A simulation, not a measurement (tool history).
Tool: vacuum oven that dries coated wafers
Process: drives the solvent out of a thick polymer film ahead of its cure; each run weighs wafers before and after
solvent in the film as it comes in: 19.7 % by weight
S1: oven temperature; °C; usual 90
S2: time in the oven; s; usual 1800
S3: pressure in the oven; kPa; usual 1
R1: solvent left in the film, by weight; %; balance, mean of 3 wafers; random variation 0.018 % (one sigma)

Run 1, day 0: usual settings. Result: R1 1.28 %.
Run 2, day 0.538: usual settings. Result: R1 1.27 %.
Run 3, day 0.933: usual settings but S2 1620 s. Result: R1 1.55 %.
Run 4, day 1.304: usual settings but S2 1620 s. Result: R1 1.57 %.
Run 5, day 1.579: usual settings but S2 1320 s. Result: R1 2.25 %.
Run 6, day 2.046: usual settings but S2 1380 s. Result: R1 2.07 %.
Run 7, day 2.571: usual settings. Result: R1 1.3 %.
Run 8, day 2.962: usual settings. Result: R1 1.29 %.
Run 9, day 3.317: usual settings. Result: R1 1.28 %.
Run 10, day 3.762: usual settings. Result: R1 1.26 %.
Run 11, day 4.075: usual settings. Result: R1 1.3 %.
Run 12, day 4.517: usual settings. Result: R1 1.29 %.
Run 13, day 4.842: usual settings but S3 3.16 kPa. Result: R1 2.31 %.
Run 14, day 5.2: usual settings but S3 3.16 kPa. Result: R1 2.27 %.
At day 5.325: oven's thermocouples calibrated.
Run 15, day 5.783: usual settings. Result: R1 1.22 %.
Run 16, day 6.25: usual settings. Result: R1 1.25 %.
Run 17, day 6.771: usual settings. Result: R1 1.29 %.
Run 18, day 7.246: usual settings but S1 78 °C, S2 3180 s. Result: R1 1.31 %.
Run 19, day 7.517: usual settings but S2 2220 s, S3 0.62 kPa. Result: R1 0.7 %.
At day 7.929: oven's thermocouples calibrated, once more.
Run 20, day 7.996: usual settings but S1 80 °C. Result: R1 2.98 %.
Run 21, day 8.329: usual settings but S1 101 °C, S2 2280 s, S3 2.33 kPa. Result: R1 0.85 %.
Run 22, day 8.592: usual settings but S1 101 °C, S2 2280 s, S3 2.33 kPa. Result: R1 0.83 %.
Run 23, day 8.867: usual settings but S1 89 °C, S2 2280 s, S3 2.33 kPa. Result: R1 1.66 %.
Run 24, day 9.325: usual settings but S1 103 °C, S3 1.22 kPa. Result: R1 0.55 %.
Run 25, day 9.917: usual settings but S1 85 °C, S2 1140 s, S3 1.22 kPa. Result: R1 4.16 %.
Run 26, day 10.346: usual settings but S2 1020 s, S3 1.85 kPa. Result: R1 3.91 %.
Run 27, day 10.833: usual settings but S2 1080 s. Result: R1 3.27 %.
Run 28, day 11.112: usual settings but S2 1080 s. Result: R1 3.25 %.
Run 29, day 11.417: usual settings but S1 101 °C, S2 1680 s. Result: R1 0.61 %.
Run 30, day 11.75: usual settings but S1 92 °C, S2 1560 s, S3 2.74 kPa. Result: R1 2.25 %.
Run 31, day 12.329: usual settings but S1 92 °C, S2 1560 s, S3 2.74 kPa. Result: R1 2.29 %.
Run 32, day 12.875: usual settings but S1 105 °C. Result: R1 0.38 %.
Run 33, day 13.45: usual settings but S1 105 °C. Result: R1 0.4 %.

5 ways to go on from here, each from the tool as it stands after run 33. What would each give?
Run A, day 13.821: usual settings but S2 2040 s. Result: R1 ?.
Run B, day 13.821: usual settings but S1 78 °C, S2 960 s, S3 1.63 kPa. Result: R1 ?.
Run C, day 13.821: usual settings but S1 79 °C. Result: R1 ?.
Run D, day 13.821: usual settings but S2 1860 s. Result: R1 ?.
Run E, day 13.821: usual settings but S1 103 °C, S2 1020 s, S3 2.84 kPa. Result: R1 ?.

run    R1
  A  1.12
  B  7.02
  C  3.12
  D  1.32
  E  1.97
Without the tool's hidden state the same runs would have given:
run    R1
  A  1.08
  B  6.95
  C  3.05
  D  1.28
  E  1.93
